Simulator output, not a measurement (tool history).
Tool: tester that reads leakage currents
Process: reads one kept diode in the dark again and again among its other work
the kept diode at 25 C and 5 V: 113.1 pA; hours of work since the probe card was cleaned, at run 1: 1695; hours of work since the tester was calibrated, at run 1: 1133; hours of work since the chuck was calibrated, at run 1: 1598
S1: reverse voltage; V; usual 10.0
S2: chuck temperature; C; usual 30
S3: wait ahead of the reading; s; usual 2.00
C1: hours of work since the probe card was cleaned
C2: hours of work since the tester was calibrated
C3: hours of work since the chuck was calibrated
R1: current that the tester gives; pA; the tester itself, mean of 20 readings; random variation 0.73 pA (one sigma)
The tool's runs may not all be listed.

Run 1, hour 0.0: usual settings; C1 1695; C2 1133; C3 1598. Result: R1 220.04 pA.
Run 2, hour 19.8: usual settings but S1 7.9 V; C1 1710; C2 1149; C3 1613. Result: R1 196.42 pA.
Run 3, hour 50.2: usual settings; C1 1734; C2 1173; C3 1637. Result: R1 219.47 pA.
Run 4, hour 77.6: usual settings; C1 1756; C2 1194; C3 1659. Result: R1 219.98 pA.
Run 5, hour 104.4: usual settings but S1 5.2 V; C1 1777; C2 1215; C3 1680. Result: R1 159.79 pA.
Run 6, hour 150.5: usual settings; C1 1813; C2 1252; C3 1716. Result: R1 219.33 pA.
Run 7, hour 198.8: usual settings; C1 1852; C2 1290; C3 1754. Result: R1 218.40 pA.
Run 8, hour 219.9: usual settings; C1 1868; C2 1306; C3 1771. Result: R1 216.88 pA.
Run 9, hour 265.3: usual settings but S2 44 C; C1 1904; C2 1342; C3 1807. Result: R1 668.55 pA.
Run 10, hour 307.9: usual settings but S2 44 C; C1 1937; C2 1376; C3 1840. Result: R1 666.17 pA.
Run 11, hour 337.6: usual settings but S2 44 C; C1 1961; C2 1399; C3 1864. Result: R1 662.22 pA.
At hour 343.3: probe card cleaned and baked.
Run 12, hour 381.0: usual settings but S2 44 C; C1 30; C2 1431; C3 1895. Result: R1 671.78 pA.
Run 13, hour 408.3: usual settings but S1 5.7 V; C1 51; C2 1452; C3 1917. Result: R1 168.11 pA.
Run 14, hour 455.7: usual settings but S1 4.6 V, S2 39 C; C1 89; C2 1490; C3 1954. Result: R1 311.33 pA.
Run 15, hour 501.2: usual settings but S1 4.6 V, S2 47 C, S3 0.35 s; C1 124; C2 1526; C3 1990. Result: R1 584.03 pA.
Run 16, hour 540.6: usual settings but S1 11.8 V, S2 34 C; C1 155; C2 1557; C3 2021. Result: R1 331.91 pA.
Run 17, hour 565.5: usual settings but S1 9.8 V, S2 33 C, S3 6.46 s; C1 175; C2 1576; C3 2041. Result: R1 276.60 pA.
Run 18, hour 602.8: usual settings but S1 3.4 V, S2 48 C, S3 0.50 s; C1 205; C2 1606; C3 2070. Result: R1 543.82 pA.
At hour 622.3: probe card cleaned and baked, once more.
Run 19, hour 653.5: usual settings but S1 3.4 V, S2 60 C, S3 0.87 s; C1 25; C2 1643; C3 2108. Result: R1 1294.89 pA.
Run 20, hour 677.7: usual settings but S1 3.4 V, S2 60 C, S3 0.87 s; C1 44; C2 1662; C3 2127. Result: R1 1302.82 pA.
Run 21, hour 722.8: usual settings but S1 3.4 V, S2 27 C, S3 0.87 s; C1 79; C2 1698; C3 2162. Result: R1 95.09 pA.
At hour 753.3: chuck's temperature calibrated.
Run 22, hour 753.3: usual settings but S3 0.61 s; C1 102; C2 1720; C3 0. Result: R1 246.26 pA.
Run 23, hour 799.0: usual settings but S3 0.61 s; C1 138; C2 1756; C3 36. Result: R1 246.79 pA.
Run 24, hour 828.7: usual settings but S3 0.61 s; C1 161; C2 1780; C3 59. Result: R1 246.58 pA.
Run 25, hour 870.1: usual settings but S3 0.61 s; C1 194; C2 1812; C3 92. Result: R1 246.13 pA.

Forecast each of these 4 alternatives for the next run:
Run A, hour 905.7: usual settings but S2 28 C, S3 1.69 s; C1 222; C2 1841; C3 120. Result: R1 ?.
Run B, hour 905.7: usual settings but S1 4.6 V, S3 5.06 s; C1 222; C2 1841; C3 120. Result: R1 ?.
Run C, hour 905.7: usual settings but S1 6.9 V, S2 23 C, S3 7.25 s; C1 222; C2 1841; C3 120. Result: R1 ?.
Run D, hour 905.7: usual settings but S1 13.2 V, S3 3.54 s; C1 222; C2 1841; C3 120. Result: R1 ?.

run      R1
  A  202.68
  B  165.97
  C  110.10
  D  272.74
Without the tool's hidden state the same runs would have given:
run      R1
  A  204.37
  B  167.76
  C  110.96
  D  274.99

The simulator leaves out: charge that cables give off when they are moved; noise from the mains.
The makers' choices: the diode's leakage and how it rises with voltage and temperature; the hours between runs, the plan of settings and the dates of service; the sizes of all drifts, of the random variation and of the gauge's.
